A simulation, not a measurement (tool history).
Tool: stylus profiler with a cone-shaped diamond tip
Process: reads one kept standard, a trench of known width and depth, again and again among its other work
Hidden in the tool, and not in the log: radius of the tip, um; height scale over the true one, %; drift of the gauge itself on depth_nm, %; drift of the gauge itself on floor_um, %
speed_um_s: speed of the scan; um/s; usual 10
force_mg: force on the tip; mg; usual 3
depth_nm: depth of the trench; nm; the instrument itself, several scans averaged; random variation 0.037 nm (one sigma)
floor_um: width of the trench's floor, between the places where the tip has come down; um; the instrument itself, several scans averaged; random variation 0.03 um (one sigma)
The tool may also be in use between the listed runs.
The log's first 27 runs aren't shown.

| run | hour | speed_um_s | force_mg | scans with this tip | hours of work since the height scale was calibrated | depth_nm | floor_um |
|---|---|---|---|---|---|---|---|
| 28 | 267.2 | 6 | 6.76 | 4453 | 336 | 205.3 | 48 |
| 29 | 274.3 | 7 | 1.01 | 4496 | 340 | 201.47 | 48.05 |
| 30 | 286 | 5 | 3 | 4566 | 345 | 203.11 | 48.02 |
| 31 | 299.9 | 32 | 4.65 | 4650 | 351 | 204.19 | 48.02 |
| 32 | 310.4 | 7 | 1.34 | 4713 | 356 | 201.79 | 48.04 |
| 33 | 317.9 | 4 | 5.27 | 4758 | 359 | 204.49 | 48.02 |
| 34 | 326.1 | 10 | 1.07 | 4807 | 363 | 201.53 | 48.02 |
| 35 | 336 | 2 | 8.32 | 4866 | 368 | 206.05 | 48.09 |
| 36 | 342.9 | 10 | 1.43 | 4908 | 371 | 201.88 | 48.01 |
| 37 | 354.3 | 10 | 1.43 | 4976 | 376 | 201.87 | 47.97 |
| 38 | 366 | 28 | 3.74 | 5047 | 381 | 203.61 | 47.97 |
| 39 | 373.9 | 3 | 4.79 | 5094 | 385 | 204.23 | 48.1 |
| 40 | 385.9 | 3 | 4.79 | 5167 | 390 | 204.26 | 48 |
| 41 | 399 | 3 | 4.79 | 5245 | 396 | 204.16 | 48.02 |
| 42 | 411.5 | 10 | 1.14 | 5320 | 402 | 201.57 | 47.98 |
| 43 | 425 | 2 | 3.64 | 5401 | 408 | 203.49 | 48.03 |
| 44 | 434.1 | 40 | 1.29 | 5456 | 412 | 201.69 | 47.88 |
| 45 | 449.3 | 40 | 1.29 | 5547 | 419 | 201.78 | 47.94 |
| 46 | 456.4 | 6 | 6.27 | 5590 | 422 | 205.01 | 48.01 |

Forecast each of these 5 alternatives for the next run:
| A | 470.4 | 40 | 4.1 | 5674 | 429 | ? | ? |
| B | 470.4 | 28 | 4.39 | 5674 | 429 | ? | ? |
| C | 470.4 | 6 | 8.67 | 5674 | 429 | ? | ? |
| D | 470.4 | 6 | 1.01 | 5674 | 429 | ? | ? |
| E | 470.4 | 3 | 3.05 | 5674 | 429 | ? | ? |

| run | depth_nm | floor_um |
|---|---|---|
| A | 203.81 | 47.94 |
| B | 203.96 | 47.96 |
| C | 206.23 | 48.03 |
| D | 201.44 | 48.02 |
| E | 203.11 | 48.01 |
Without the tool's hidden state the same runs would have given:
| run | depth_nm | floor_um |
|---|---|---|
| A | 203.8 | 47.94 |
| B | 203.95 | 47.96 |
| C | 206.22 | 48.04 |
| D | 201.43 | 48.03 |
| E | 203.1 | 48.02 |
